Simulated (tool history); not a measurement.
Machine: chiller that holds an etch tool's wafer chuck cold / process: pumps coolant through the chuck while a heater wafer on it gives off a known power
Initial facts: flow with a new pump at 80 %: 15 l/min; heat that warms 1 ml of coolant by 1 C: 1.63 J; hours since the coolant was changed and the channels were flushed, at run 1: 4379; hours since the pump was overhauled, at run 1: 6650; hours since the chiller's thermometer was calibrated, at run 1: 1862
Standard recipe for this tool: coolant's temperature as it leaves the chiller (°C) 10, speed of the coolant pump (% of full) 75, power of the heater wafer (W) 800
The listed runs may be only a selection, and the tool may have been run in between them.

run	hour	coolant's temperature as it leaves the chiller (°C)	speed of the coolant pump (% of full)	power of the heater wafer (W)	hours since the coolant was changed and the channels were flushed	hours since the pump was overhauled	hours since the chiller's thermometer was calibrated	chuck's temperature once it has settled (°C)	how much warmer the coolant comes back (C)
1	0	10	75	800	4379	6650	1862	16.7	2.29
2	89.9	10	75	890	4468	6740	1952	17.4	2.59
3	209.5	10	75	890	4588	6860	2071	17.3	2.57
4	337.5	10	69	890	4716	6988	2199	18.2	2.78
5	443.3	10	69	890	4822	7093	2305	18.1	2.82
6	528.6	10	69	890	4907	7179	2390	18.3	2.76
7	608.8	10	75	800	4987	7259	2471	16.8	2.36
8	768.9	10	75	800	5147	7419	2631	16.8	2.32
9	856.5	10	75	695	5235	7507	2718	16	2.03
10	957.3	10	75	492	5336	7607	2819	14.5	1.41
11	1095.4	10	75	492	5474	7746	2957	14.5	1.4
# hour 1113.3: chiller's thermometer calibrated
12	1218.5	10	100	995	5596	7868	105	16.8	2.11
13	1376.2	17	69	616	5754	8025	263	23	2.01
14	1452.8	8	80	800	5830	8102	340	14.8	2.22
# hour 1535.7: chiller's thermometer calibrated, once more
15	1545.1	8	79	1109	5922	8193	9	16.9	3.12
16	1649.1	8	79	1109	6026	8297	113	17.2	3.11
17	1762.8	7	75	456	6139	8411	227	10.9	1.34
# hour 1812: coolant changed, channels flushed
18	1841.7	18	92	620	30	8484	300	21.9	1.48
19	1986.7	3	93	800	175	8629	445	8	1.88
20	2136.2	3	93	800	324	8778	594	8.1	1.85

What differs in the tool's unlogged condition from the final listed run ahead of each entry between runs to the first listed run following it?
Runs 11 to 12: chiller's thermometer calibrated (hour 1113.3)
  heat passed by the chuck's channels, % of clean ones': 88.1 -> 87.9; flow at a given pump speed, % of a new pump's: 90.1 -> 89.9; coolant's true temperature over the reading, C: 0.37 -> 0.44
  measured result minus the result with no hidden state, chuck's temperature once it has settled (°C): +1.1 -> +1.6; how much warmer the coolant comes back (C): +0.15 -> +0.22
Runs 14 to 15: chiller's thermometer calibrated, once more (hour 1535.7)
  heat passed by the chuck's channels, % of clean ones': 87.3 -> 87.2; flow at a given pump speed, % of a new pump's: 89.6 -> 89.4; coolant's true temperature over the reading, C: 0.47 -> -0.04
  measured result minus the result with no hidden state, chuck's temperature once it has settled (°C): +1.6 -> +1.6; how much warmer the coolant comes back (C): +0.23 -> +0.33
Runs 17 to 18: coolant changed, channels flushed (hour 1812)
  heat passed by the chuck's channels, % of clean ones': 86.6 -> 99.7; flow at a given pump speed, % of a new pump's: 89.1 -> 89; coolant's true temperature over the reading, C: -0.01 -> 0
  measured result minus the result with no hidden state, chuck's temperature once it has settled (°C): +0.7 -> +0.4; how much warmer the coolant comes back (C): +0.15 -> +0.16
